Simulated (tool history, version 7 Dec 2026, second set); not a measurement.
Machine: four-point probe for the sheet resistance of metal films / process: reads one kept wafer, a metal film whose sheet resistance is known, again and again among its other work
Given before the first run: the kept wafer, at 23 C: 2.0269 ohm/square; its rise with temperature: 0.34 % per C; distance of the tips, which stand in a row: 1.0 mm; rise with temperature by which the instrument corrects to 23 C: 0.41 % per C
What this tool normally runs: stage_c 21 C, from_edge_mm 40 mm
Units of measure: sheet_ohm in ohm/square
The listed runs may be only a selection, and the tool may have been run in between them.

run,hour,stage_c,from_edge_mm,sheet_ohm
1,0.0,21,40,2.032884
2,18.6,21,40,2.031975
3,38.3,21,40,2.032731
4,47.8,21,40,2.032996
5,61.3,21,40,2.032725
6,81.9,21,40,2.032752
7,102.1,21,40,2.033120
8,118.3,21,40,2.032987
9,139.0,21,40,2.032887
10,155.9,21,40,2.032382
11,175.6,21,40,2.032989
12,188.3,21,40,2.033595
13,207.7,21,35,2.033644
14,220.2,21,12,2.039456
15,230.2,20,12,2.041686
16,251.6,21,40,2.033088
17,264.8,21,40,2.032977
18,284.0,21,9,2.046149
19,306.5,21,40,2.033740
20,322.3,21,40,2.033202
21,336.9,21,40,2.033321
# hour 340.2: stage's thermometer calibrated
22,356.2,21,40,2.031439
23,371.5,18,13,2.042513
24,381.7,18,13,2.041826
25,402.9,31,50,2.016320
26,414.4,26,30,2.024040
27,433.1,26,30,2.024176
28,453.6,21,26,2.032711
29,464.2,32,23,2.016408
30,478.8,32,15,2.020068
31,494.5,25,15,2.029642
32,509.5,23,23,2.030375
33,526.2,23,23,2.030189
34,541.5,23,23,2.030179
35,557.3,27,22,2.024424
36,577.9,19,6,2.064660
37,600.1,35,40,2.012088
38,615.8,35,40,2.011831
39,630.2,35,40,2.012595
40,652.6,20,73,2.033168
41,673.9,20,73,2.034013
42,686.2,20,73,2.032431
43,703.9,21,4,2.097833
44,714.8,21,4,2.097180

Consider 5 possible next runs. They are alternatives, not a sequence: every one starts from the tool as it was left by run 44. What does each give?
A,731.4,18,23,?
B,731.4,21,50,?
C,731.4,21,6,?
D,731.4,21,7,?
E,731.4,20,4,?

run,sheet_ohm
A,2.037751
B,2.032503
C,2.061713
D,2.053941
E,2.100232
With the hidden condition removed and each run's random variation left untouched, the same runs would have given:
run,sheet_ohm
A,2.035844
B,2.030606
C,2.059790
D,2.052025
E,2.098274

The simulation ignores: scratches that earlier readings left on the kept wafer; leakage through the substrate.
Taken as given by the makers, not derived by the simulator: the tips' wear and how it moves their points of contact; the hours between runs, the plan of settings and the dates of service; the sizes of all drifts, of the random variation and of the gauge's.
